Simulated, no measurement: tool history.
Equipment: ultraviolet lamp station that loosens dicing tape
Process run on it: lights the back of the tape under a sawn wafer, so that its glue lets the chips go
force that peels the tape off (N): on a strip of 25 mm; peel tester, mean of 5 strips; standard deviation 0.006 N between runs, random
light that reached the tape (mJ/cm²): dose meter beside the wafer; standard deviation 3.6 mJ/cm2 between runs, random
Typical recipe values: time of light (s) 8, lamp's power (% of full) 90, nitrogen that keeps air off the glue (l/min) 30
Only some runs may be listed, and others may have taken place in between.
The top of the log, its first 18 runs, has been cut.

run    hour  time of light (s)  lamp's power (% of full)  nitrogen that keeps air off the glue (l/min)  hours of work of the lamp  hours of work since the window was cleaned  force that peels the tape off (N)  light that reached the tape (mJ/cm²)
 19   497.1                  8                        90                                            45                       1411                                         180                              0.335                                   384
 20   520.1                  8                        90                                            30                       1429                                         197                              0.485                                   377
 21   557.8                 12                        67                                            21                       1458                                         226                              0.542                                   411
 22     586                 12                        67                                            21                       1479                                         248                              0.563                                   403
 23   617.1                  8                        90                                            11                       1503                                         271                              1.288                                   354
      625.6  -- window cleaned of glue's vapour
 24   641.2                  8                        90                                            11                       1521                                          12                              0.946                                   410
 25   665.6                  8                        90                                            11                       1540                                          31                              0.986                                   402
 26   682.5                  8                        90                                            11                       1553                                          44                              1.005                                   399
 27   701.3                  8                        90                                            11                       1567                                          58                              1.043                                   388
 28     721                  8                        90                                            11                       1582                                          73                              1.073                                   387
 29   747.9                 10                        64                                            14                       1603                                          94                              1.142                                   336
 30   766.2                 10                        64                                            14                       1617                                         108                              1.138                                   334
 31   784.4                 10                        64                                            14                       1631                                         122                              1.217                                   331
 32   819.3                  8                        73                                            30                       1657                                         148                              0.895                                   293
 33   838.2                  8                        73                                            30                       1672                                         163                               0.88                                   288
 34   872.6                  8                        73                                            30                       1698                                         189                              0.944                                   284
 35   904.7                  4                        81                                            24                       1723                                         214                              2.814                                   154
      926.4  -- lamp changed
 36   936.1                 13                        81                                            57                          7                                         237                               0.11                                   740
 37   960.8                 13                        81                                            57                         26                                         256                              0.104                                   726
 38   986.7                  8                        88                                            12                         46                                         276                              0.629                                   479
      989.7  -- window cleaned of glue's vapour
 39  1014.1                  6                        94                                            12                         67                                          19                              0.717                                   459
 40  1044.9                  8                        62                                            10                         90                                          42                              1.131                                   392

4 ways to go on from here, each from the tool as it stands after run 40. What would each give?
  A  1061.9                  5                        90                                            30                        103                                          55                                  ?                                     ?
  B  1061.9                 14                        65                                            34                        103                                          55                                  ?                                     ?
  C  1061.9                  8                        89                                            21                        103                                          55                                  ?                                     ?
  D  1061.9                  9                        71                                            47                        103                                          55                                  ?                                     ?

run  force that peels the tape off (N)  light that reached the tape (mJ/cm²)
  A                              0.569                                   351
  B                              0.117                                   702
  C                              0.256                                   553
  D                              0.185                                   494
Had the tool no hidden state, the same runs would have come out as:
run  force that peels the tape off (N)  light that reached the tape (mJ/cm²)
  A                              0.486                                   375
  B                               0.11                                   749
  C                              0.218                                   591
  D                              0.162                                   528
